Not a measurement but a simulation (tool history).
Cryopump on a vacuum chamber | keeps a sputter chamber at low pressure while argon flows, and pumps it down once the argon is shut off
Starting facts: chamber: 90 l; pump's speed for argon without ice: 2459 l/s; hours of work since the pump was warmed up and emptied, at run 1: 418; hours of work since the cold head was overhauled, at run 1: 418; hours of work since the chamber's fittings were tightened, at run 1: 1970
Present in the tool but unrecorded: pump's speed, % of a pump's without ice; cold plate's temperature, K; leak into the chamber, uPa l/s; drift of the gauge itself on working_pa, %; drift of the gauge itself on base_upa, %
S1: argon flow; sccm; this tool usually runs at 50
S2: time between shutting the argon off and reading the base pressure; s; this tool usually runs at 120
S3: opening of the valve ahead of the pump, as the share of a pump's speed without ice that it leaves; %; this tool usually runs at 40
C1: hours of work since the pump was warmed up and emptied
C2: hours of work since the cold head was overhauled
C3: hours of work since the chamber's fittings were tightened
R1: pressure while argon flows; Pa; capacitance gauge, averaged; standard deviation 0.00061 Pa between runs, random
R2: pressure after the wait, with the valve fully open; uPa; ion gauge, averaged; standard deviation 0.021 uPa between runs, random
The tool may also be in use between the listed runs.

run 1 hour=0.0 | S1=50 S2=120 S3=40 | C1=418 C2=418 C3=1970 | R1=0.0952 R2=1.55
run 2 hour=10.2 | S1=50 S2=198 S3=40 | C1=425 C2=425 C3=1976 | R1=0.0959 R2=1.47
run 3 hour=28.1 | S1=50 S2=198 S3=40 | C1=436 C2=436 C3=1988 | R1=0.0949 R2=1.43
run 4 hour=46.0 | S1=50 S2=120 S3=40 | C1=448 C2=448 C3=2000 | R1=0.0970 R2=1.61
run 5 hour=56.9 | S1=81 S2=120 S3=40 | C1=455 C2=455 C3=2007 | R1=0.1562 R2=1.56
run 6 hour=77.8 | S1=81 S2=120 S3=40 | C1=469 C2=469 C3=2020 | R1=0.1576 R2=1.61
run 7 hour=98.5 | S1=81 S2=120 S3=40 | C1=482 C2=482 C3=2034 | R1=0.1577 R2=1.58
run 8 hour=108.1 | S1=81 S2=120 S3=40 | C1=488 C2=488 C3=2040 | R1=0.1575 R2=1.67
run 9 hour=118.6 | S1=81 S2=120 S3=40 | C1=495 C2=495 C3=2047 | R1=0.1587 R2=1.75
run 10 hour=131.0 | S1=50 S2=120 S3=41 | C1=503 C2=503 C3=2055 | R1=0.0971 R2=1.79
run 11 hour=146.5 | S1=28 S2=120 S3=40 | C1=513 C2=513 C3=2065 | R1=0.0554 R2=1.70
run 12 hour=160.8 | S1=72 S2=120 S3=40 | C1=523 C2=523 C3=2074 | R1=0.1429 R2=1.69
run 13 hour=175.1 | S1=50 S2=120 S3=19 | C1=532 C2=532 C3=2084 | R1=0.1935 R2=1.71
run 14 hour=187.9 | S1=50 S2=120 S3=45 | C1=540 C2=540 C3=2092 | R1=0.0908 R2=1.75
run 15 hour=207.9 | S1=50 S2=120 S3=45 | C1=553 C2=553 C3=2105 | R1=0.0902 R2=1.75
run 16 hour=218.5 | S1=50 S2=120 S3=45 | C1=560 C2=560 C3=2112 | R1=0.0909 R2=1.80
-- hour=226.5 pump warmed up, emptied and cooled again
run 17 hour=242.6 | S1=50 S2=120 S3=45 | C1=10 C2=572 C3=2124 | R1=0.0754 R2=1.36
run 18 hour=261.3 | S1=50 S2=120 S3=45 | C1=23 C2=585 C3=2136 | R1=0.0766 R2=1.42
run 19 hour=281.5 | S1=60 S2=120 S3=45 | C1=36 C2=598 C3=2149 | R1=0.0933 R2=1.40
run 20 hour=293.0 | S1=87 S2=120 S3=40 | C1=43 C2=605 C3=2157 | R1=0.1523 R2=1.42
run 21 hour=313.7 | S1=87 S2=120 S3=40 | C1=57 C2=619 C3=2170 | R1=0.1523 R2=1.41
run 22 hour=327.0 | S1=23 S2=120 S3=29 | C1=65 C2=627 C3=2179 | R1=0.0561 R2=1.47
run 23 hour=345.9 | S1=23 S2=120 S3=29 | C1=78 C2=640 C3=2191 | R1=0.0564 R2=1.43
run 24 hour=364.9 | S1=23 S2=120 S3=29 | C1=90 C2=652 C3=2203 | R1=0.0554 R2=1.49
run 25 hour=378.9 | S1=55 S2=204 S3=41 | C1=99 C2=661 C3=2213 | R1=0.0941 R2=1.35
run 26 hour=388.1 | S1=53 S2=188 S3=40 | C1=105 C2=667 C3=2219 | R1=0.0948 R2=1.41
run 27 hour=407.6 | S1=53 S2=188 S3=40 | C1=118 C2=680 C3=2231 | R1=0.0941 R2=1.33
run 28 hour=427.9 | S1=53 S2=188 S3=40 | C1=131 C2=693 C3=2244 | R1=0.0936 R2=1.41
run 29 hour=439.8 | S1=26 S2=80 S3=19 | C1=138 C2=700 C3=2252 | R1=0.0960 R2=1.64
run 30 hour=461.1 | S1=26 S2=80 S3=19 | C1=152 C2=714 C3=2266 | R1=0.0962 R2=1.67
run 31 hour=477.0 | S1=86 S2=80 S3=19 | C1=163 C2=725 C3=2276 | R1=0.3165 R2=1.68
run 32 hour=495.6 | S1=86 S2=27 S3=21 | C1=175 C2=737 C3=2288 | R1=0.2883 R2=2.64
run 33 hour=507.6 | S1=50 S2=71 S3=40 | C1=182 C2=744 C3=2296 | R1=0.0907 R2=1.78

Consider 3 possible next runs. They are alternatives, not a sequence: every one starts from the tool as it was left by run 33. What does each give?
run A hour=527.1 | S1=41 S2=79 S3=44 | C1=195 C2=757 C3=2309 | R1=? R2=?
run B hour=527.1 | S1=45 S2=109 S3=28 | C1=195 C2=757 C3=2309 | R1=? R2=?
run C hour=527.1 | S1=25 S2=32 S3=31 | C1=195 C2=757 C3=2309 | R1=? R2=?

run=A R1=0.0678 R2=1.71
run=B R1=0.1143 R2=1.60
run=C R1=0.0584 R2=2.46
What these runs would have given with no unlogged condition in the tool:
run=A R1=0.0641 R2=0.62
run=B R1=0.1103 R2=0.49
run=C R1=0.0561 R2=1.36

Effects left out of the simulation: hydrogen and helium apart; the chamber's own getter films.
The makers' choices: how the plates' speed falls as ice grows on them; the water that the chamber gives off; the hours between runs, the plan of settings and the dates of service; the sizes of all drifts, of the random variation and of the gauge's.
